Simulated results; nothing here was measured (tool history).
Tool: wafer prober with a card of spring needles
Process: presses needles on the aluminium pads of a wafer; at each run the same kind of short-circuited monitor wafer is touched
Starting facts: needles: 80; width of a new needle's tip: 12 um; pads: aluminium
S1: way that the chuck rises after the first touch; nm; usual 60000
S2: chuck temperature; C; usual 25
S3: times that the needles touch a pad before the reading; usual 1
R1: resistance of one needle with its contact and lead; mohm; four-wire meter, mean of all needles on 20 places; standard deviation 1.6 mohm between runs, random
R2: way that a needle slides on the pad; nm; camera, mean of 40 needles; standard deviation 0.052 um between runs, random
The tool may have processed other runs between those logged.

{"run": 1, "hour": 0.0, "S1": 60000, "S2": 25, "S3": 1, "R1": 173, "R2": 11830}
{"hour": 11.0, "done": "tips cleaned on abrasive film"}
{"run": 2, "hour": 11.0, "S1": 60000, "S2": 25, "S3": 1, "R1": 166, "R2": 11810}
{"hour": 23.8, "done": "tips cleaned on abrasive film"}
{"run": 3, "hour": 27.3, "S1": 60000, "S2": 41, "S3": 1, "R1": 190, "R2": 11750}
{"hour": 36.1, "done": "tips cleaned on abrasive film"}
{"run": 4, "hour": 37.2, "S1": 60000, "S2": 41, "S3": 1, "R1": 180, "R2": 11780}
{"run": 5, "hour": 45.0, "S1": 60000, "S2": 25, "S3": 1, "R1": 215, "R2": 11880}
{"hour": 48.2, "done": "tips cleaned on abrasive film"}
{"run": 6, "hour": 58.5, "S1": 60000, "S2": 25, "S3": 1, "R1": 213, "R2": 11860}
{"hour": 59.8, "done": "tips cleaned on abrasive film"}
{"hour": 71.4, "done": "tips cleaned on abrasive film"}
{"run": 7, "hour": 75.1, "S1": 60000, "S2": 25, "S3": 1, "R1": 191, "R2": 11850}
{"hour": 83.1, "done": "tips cleaned on abrasive film"}
{"run": 8, "hour": 86.6, "S1": 60000, "S2": 25, "S3": 1, "R1": 193, "R2": 11770}
{"hour": 95.5, "done": "tips cleaned on abrasive film"}
{"run": 9, "hour": 100.8, "S1": 60000, "S2": 25, "S3": 1, "R1": 200, "R2": 11720}
{"hour": 107.8, "done": "tips cleaned on abrasive film"}
{"run": 10, "hour": 116.5, "S1": 60000, "S2": 25, "S3": 1, "R1": 210, "R2": 11860}
{"hour": 120.5, "done": "tips cleaned on abrasive film"}
{"run": 11, "hour": 125.2, "S1": 60000, "S2": 25, "S3": 1, "R1": 199, "R2": 11720}
{"hour": 132.6, "done": "tips cleaned on abrasive film"}
{"run": 12, "hour": 138.3, "S1": 60000, "S2": 25, "S3": 1, "R1": 201, "R2": 11750}
{"hour": 145.4, "done": "tips cleaned on abrasive film"}
{"run": 13, "hour": 146.6, "S1": 52000, "S2": 25, "S3": 1, "R1": 180, "R2": 10060}
{"hour": 158.2, "done": "tips cleaned on abrasive film"}
{"run": 14, "hour": 160.9, "S1": 52000, "S2": 25, "S3": 1, "R1": 199, "R2": 10040}
{"hour": 170.6, "done": "tips cleaned on abrasive film"}
{"run": 15, "hour": 174.4, "S1": 57000, "S2": 29, "S3": 1, "R1": 197, "R2": 11130}
{"hour": 182.3, "done": "tips cleaned on abrasive film"}
{"run": 16, "hour": 182.3, "S1": 57000, "S2": 29, "S3": 1, "R1": 165, "R2": 10980}
{"hour": 194.3, "done": "tips cleaned on abrasive film"}
{"run": 17, "hour": 200.6, "S1": 41000, "S2": 75, "S3": 2, "R1": 224, "R2": 7790}
{"hour": 206.4, "done": "tips cleaned on abrasive film"}
{"hour": 208.1, "done": "height of the first contact set anew"}
{"run": 18, "hour": 213.1, "S1": 63000, "S2": 91, "S3": 2, "R1": 196, "R2": 12520}
{"hour": 219.1, "done": "tips cleaned on abrasive film"}
{"run": 19, "hour": 226.9, "S1": 65000, "S2": 97, "S3": 1, "R1": 217, "R2": 12910}
{"hour": 230.8, "done": "tips cleaned on abrasive film"}
{"run": 20, "hour": 235.7, "S1": 55000, "S2": 44, "S3": 1, "R1": 207, "R2": 10980}
{"hour": 242.4, "done": "tips cleaned on abrasive film"}
{"run": 21, "hour": 253.6, "S1": 55000, "S2": 44, "S3": 1, "R1": 234, "R2": 10860}
{"hour": 254.7, "done": "tips cleaned on abrasive film"}
{"run": 22, "hour": 264.6, "S1": 50000, "S2": 57, "S3": 3, "R1": 196, "R2": 10050}
{"hour": 266.2, "done": "tips cleaned on abrasive film"}
{"hour": 278.1, "done": "tips cleaned on abrasive film"}
{"run": 23, "hour": 279.8, "S1": 50000, "S2": 57, "S3": 3, "R1": 181, "R2": 9880}
{"hour": 290.6, "done": "tips cleaned on abrasive film"}
{"run": 24, "hour": 292.4, "S1": 50000, "S2": 57, "S3": 3, "R1": 175, "R2": 9830}
{"hour": 302.5, "done": "tips cleaned on abrasive film"}
{"run": 25, "hour": 302.7, "S1": 57000, "S2": 89, "S3": 1, "R1": 183, "R2": 11300}
{"run": 26, "hour": 313.0, "S1": 57000, "S2": 89, "S3": 1, "R1": 233, "R2": 11170}
{"hour": 314.0, "done": "tips cleaned on abrasive film"}
{"hour": 326.2, "done": "tips cleaned on abrasive film"}
{"run": 27, "hour": 327.6, "S1": 73000, "S2": 113, "S3": 2, "R1": 185, "R2": 14420}
{"hour": 338.7, "done": "tips cleaned on abrasive film"}
{"run": 28, "hour": 345.8, "S1": 48000, "S2": 35, "S3": 3, "R1": 191, "R2": 9440}

Results per run with the tool's hidden condition removed, run-to-run variation unchanged:
The hidden state here: debris on the tips, nm; way that the needles fall short of the set height, um; tips' diameter, um; drift of the gauge itself on contact_mohm, %; drift of the gauge itself on scrub_um, %.
run=1 R1=160 R2=11920
run=2 R1=160 R2=11910
run=3 R1=162 R2=11870
run=4 R1=167 R2=11910
run=5 R1=162 R2=12020
run=6 R1=159 R2=12010
run=7 R1=163 R2=12030
run=8 R1=162 R2=11960
run=9 R1=159 R2=11930
run=10 R1=160 R2=12080
run=11 R1=160 R2=11950
run=12 R1=160 R2=12000
run=13 R1=164 R2=10320
run=14 R1=163 R2=10310
run=15 R1=160 R2=11410
run=16 R1=159 R2=11280
run=17 R1=174 R2=8100
run=18 R1=173 R2=12520
run=19 R1=177 R2=12930
run=20 R1=163 R2=11010
run=21 R1=165 R2=10900
run=22 R1=169 R2=10100
run=23 R1=170 R2=9960
run=24 R1=166 R2=9920
run=25 R1=174 R2=11410
run=26 R1=172 R2=11270
run=27 R1=177 R2=14550
run=28 R1=164 R2=9580
